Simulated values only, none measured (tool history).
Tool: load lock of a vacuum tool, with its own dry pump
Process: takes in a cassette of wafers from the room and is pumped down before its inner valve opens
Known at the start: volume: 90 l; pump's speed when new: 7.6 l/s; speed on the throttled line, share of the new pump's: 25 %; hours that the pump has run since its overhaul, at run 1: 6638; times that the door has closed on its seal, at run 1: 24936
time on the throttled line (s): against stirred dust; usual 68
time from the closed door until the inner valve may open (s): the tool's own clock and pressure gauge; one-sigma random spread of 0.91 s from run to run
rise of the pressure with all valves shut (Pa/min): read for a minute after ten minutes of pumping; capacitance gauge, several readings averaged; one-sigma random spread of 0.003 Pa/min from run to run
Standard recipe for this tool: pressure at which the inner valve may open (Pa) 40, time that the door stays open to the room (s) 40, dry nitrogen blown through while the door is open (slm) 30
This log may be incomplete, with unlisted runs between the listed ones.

run    hour  time on the throttled line (s)  pressure at which the inner valve may open (Pa)  time that the door stays open to the room (s)  dry nitrogen blown through while the door is open (slm)  hours that the pump has run since its overhaul  times that the door has closed on its seal  incoming humidity of the room's air, %  time from the closed door until the inner valve may open (s)  rise of the pressure with all valves shut (Pa/min)
  1     0.0                              68                                               40                                             40                                                       30                                            6638                                       24936                                    45.7                                                         151.7                                               0.154
  2    56.1                              68                                               40                                             40                                                       30                                            6694                                       25212                                    40.7                                                         150.2                                               0.151
  3   110.6                              68                                               40                                             40                                                       30                                            6749                                       25481                                    43.7                                                         148.9                                               0.155
  4   231.3                              68                                               40                                             40                                                       30                                            6869                                       26075                                    44.4                                                         150.5                                               0.171
  5   345.3                              68                                               40                                             40                                                       30                                            6983                                       26637                                    44.5                                                         151.0                                               0.171
  6   411.3                              68                                               40                                             40                                                       30                                            7049                                       26962                                    44.1                                                         150.5                                               0.175
  7   528.7                              68                                               40                                             40                                                       30                                            7167                                       27540                                    44.5                                                         151.5                                               0.179
  8   605.7                              68                                               40                                             40                                                       30                                            7244                                       27919                                    42.5                                                         150.4                                               0.173
  9   724.7                              68                                               40                                             79                                                       30                                            7363                                       28505                                    47.1                                                         148.8                                               0.189
 10   833.7                              68                                               40                                             79                                                       30                                            7472                                       29042                                    44.9                                                         152.4                                               0.196
 11   899.5                              68                                               40                                             79                                                       30                                            7537                                       29366                                    46.4                                                         150.7                                               0.198
 12  1021.5                              68                                               40                                             99                                                       30                                            7659                                       29967                                    41.6                                                         152.8                                               0.203
 13  1100.4                             116                                               40                                             99                                                       30                                            7738                                       30356                                    44.4                                                         186.9                                               0.213
 14  1200.6                              68                                               40                                             40                                                       30                                            7839                                       30849                                    44.8                                                         151.3                                               0.209
 15  1262.4                              68                                               40                                             40                                                       30                                            7900                                       31154                                    45.2                                                         152.4                                               0.210
 16  1355.9                              68                                               40                                             40                                                       30                                            7994                                       31614                                    46.4                                                         152.0                                               0.216
 17  1477.8                              68                                               40                                             40                                                       30                                            8116                                       32215                                    43.3                                                         152.9                                               0.222
 18  1541.9                              83                                               65                                             78                                                       30                                            8180                                       32530                                    47.2                                                         156.1                                               0.238
 19  1624.5                              83                                               65                                             78                                                       30                                            8262                                       32937                                    48.9                                                         156.6                                               0.238
 20  1677.1                              83                                               65                                             78                                                        5                                            8315                                       33196                                    44.6                                                         157.2                                               0.252
 21  1797.9                              96                                               36                                             78                                                        5                                            8436                                       33792                                    47.7                                                         173.3                                               0.256
 22  1895.3                              96                                               36                                             78                                                        5                                            8533                                       34271                                    48.7                                                         174.3                                               0.268
 23  1968.8                              96                                               36                                             78                                                        5                                            8607                                       34633                                    45.4                                                         173.5                                               0.263
 24  2095.0                              65                                               44                                             37                                                        5                                            8733                                       35255                                    41.6                                                         149.5                                               0.264
 25  2194.5                              65                                               44                                             37                                                        5                                            8832                                       35745                                    41.5                                                         150.1                                               0.262
 26  2307.2                              65                                               44                                             37                                                        5                                            8945                                       36300                                    45.2                                                         147.6                                               0.287
 27  2413.7                              43                                               40                                            183                                                       16                                            9052                                       36825                                    45.2                                                         135.4                                               0.295
 28  2518.1                              68                                               60                                            113                                                       43                                            9156                                       37339                                    43.5                                                         147.0                                               0.286
 29  2583.6                              35                                               37                                             99                                                        5                                            9222                                       37661                                    41.6                                                         130.3                                               0.308
 30  2714.3                              35                                               67                                            101                                                        5                                            9352                                       38305                                    46.6                                                         122.2                                               0.321
 31  2802.2                              68                                               40                                             93                                                       30                                            9440                                       38738                                    46.0                                                         150.4                                               0.290
 32  2866.1                              68                                               40                                             93                                                       30                                            9504                                       39053                                    47.0                                                         153.6                                               0.307

Each row is a separate what-if for the run after 32, all from the same tool condition, not one after another. Results?
  A  2951.3                              47                                               40                                             52                                                       10                                            9589                                       39473                                    43.5                                                             ?                                                   ?
  B  2951.3                              68                                               38                                             40                                                       30                                            9589                                       39473                                    41.7                                                             ?                                                   ?
  C  2951.3                              68                                               40                                            105                                                       30                                            9589                                       39473                                    46.6                                                             ?                                                   ?

run  time from the closed door until the inner valve may open (s)  rise of the pressure with all valves shut (Pa/min)
  A                                                         138.6                                               0.323
  B                                                         154.1                                               0.307
  C                                                         154.4                                               0.310
Take away the tool's hidden state, keep each run's random variation, and the runs would have read:
run  time from the closed door until the inner valve may open (s)  rise of the pressure with all valves shut (Pa/min)
  A                                                         128.6                                               0.028
  B                                                         144.7                                               0.015
  C                                                         145.0                                               0.019
